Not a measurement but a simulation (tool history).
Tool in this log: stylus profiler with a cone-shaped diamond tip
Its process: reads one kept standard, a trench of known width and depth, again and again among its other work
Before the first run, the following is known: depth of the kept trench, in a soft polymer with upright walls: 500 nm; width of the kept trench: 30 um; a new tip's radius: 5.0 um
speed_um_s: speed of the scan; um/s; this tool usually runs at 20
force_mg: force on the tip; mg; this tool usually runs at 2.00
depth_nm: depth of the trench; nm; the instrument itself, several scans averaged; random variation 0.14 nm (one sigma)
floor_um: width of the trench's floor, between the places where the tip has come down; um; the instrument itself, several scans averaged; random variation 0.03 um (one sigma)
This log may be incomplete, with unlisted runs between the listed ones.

run     day  speed_um_s  force_mg  depth_nm  floor_um
  1   0.000          20      2.00    507.80     23.38
  2   2.450          20      2.00    507.88     23.26
  3   4.425          20      2.00    507.62     23.30
  4   6.433          20      2.00    508.13     23.29
      8.596  -- new tip fitted, height scale calibrated
  5   8.596           9      2.00    504.47     25.61
  6  10.988           9      2.00    504.32     25.57
  7  12.571          20      1.56    503.60     25.53
  8  15.696          20      1.56    503.83     25.40
     16.008  -- height scale calibrated on a step standard
  9  18.933          39      1.96    504.67     25.28
 10  21.179          39      1.96    505.03     25.21
 11  24.208          48      2.00    505.05     25.13
     25.879  -- height scale calibrated on a step standard, once more
 12  27.508          20      5.67    509.25     25.14

Predict each of these 3 candidate next runs independently; none follows another, all start after run 12:
  A  30.204          10      0.87         ?         ?
  B  30.204           7      5.67         ?         ?
  C  30.204          21      1.73         ?         ?

run  depth_nm  floor_um
  A    502.90     25.14
  B    509.28     25.12
  C    504.46     25.05
What these runs would have given with no unlogged condition in the tool:
run  depth_nm  floor_um
  A    502.62     25.67
  B    508.99     25.65
  C    504.18     25.58
